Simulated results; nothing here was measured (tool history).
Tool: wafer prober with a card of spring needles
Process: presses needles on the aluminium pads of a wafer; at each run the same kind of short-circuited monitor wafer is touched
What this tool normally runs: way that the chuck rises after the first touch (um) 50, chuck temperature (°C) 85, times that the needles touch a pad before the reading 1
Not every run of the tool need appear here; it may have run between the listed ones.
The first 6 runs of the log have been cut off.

run,hour,way that the chuck rises after the first touch (um),chuck temperature (°C),times that the needles touch a pad before the reading,touches since the tips were cleaned,cleanings since the card got new needles,touches since the first contact's height was set,resistance of one needle with its contact and lead (mohm),way that a needle slides on the pad (um)
# hour 150.7: tips cleaned on abrasive film
# hour 158.5: tips cleaned on abrasive film, once more
7,158.5,50,85,1,12,38,25628,230,12.71
8,175.9,50,85,1,4746,38,30362,345,12.68
# hour 179.0: tips cleaned on abrasive film
# hour 198.7: tips cleaned on abrasive film
9,210.9,50,85,1,3313,40,39870,323,12.66
# hour 218.8: tips cleaned on abrasive film
10,237.1,50,85,1,5015,41,47008,342,12.66
# hour 240.2: tips cleaned on abrasive film
11,254.8,50,85,1,3985,42,51807,330,12.67
# hour 261.2: tips cleaned on abrasive film
12,273.1,50,85,1,3240,43,56768,313,12.61
# hour 282.2: tips cleaned on abrasive film
# hour 302.6: tips cleaned on abrasive film
13,310.4,50,85,1,2121,45,66908,304,12.56
# hour 317.2: height of the first contact set anew
# hour 324.2: tips cleaned on abrasive film
# hour 344.3: tips cleaned on abrasive film
14,344.3,50,85,1,0,47,7364,232,12.76
15,359.5,50,85,2,4153,47,11517,290,12.77
# hour 364.4: tips cleaned on abrasive film
# hour 385.0: tips cleaned on abrasive film
16,385.0,50,85,2,0,49,18426,224,12.75
# hour 405.6: tips cleaned on abrasive film
17,405.6,58,85,1,0,50,24017,231,14.79
# hour 426.7: tips cleaned on abrasive film
18,433.2,67,41,1,1781,51,31531,250,17.06

Forecast run 19:
# hour 447.7: tips cleaned on abrasive film
19,466.0,31,34,1,4977,52,40444,?,?

Run 19 came out at resistance of one needle with its contact and lead (mohm) 546, way that a needle slides on the pad (um) 7.85.
Without the tool's hidden state the same run would have given resistance of one needle with its contact and lead (mohm) 216, way that a needle slides on the pad (um) 7.96.
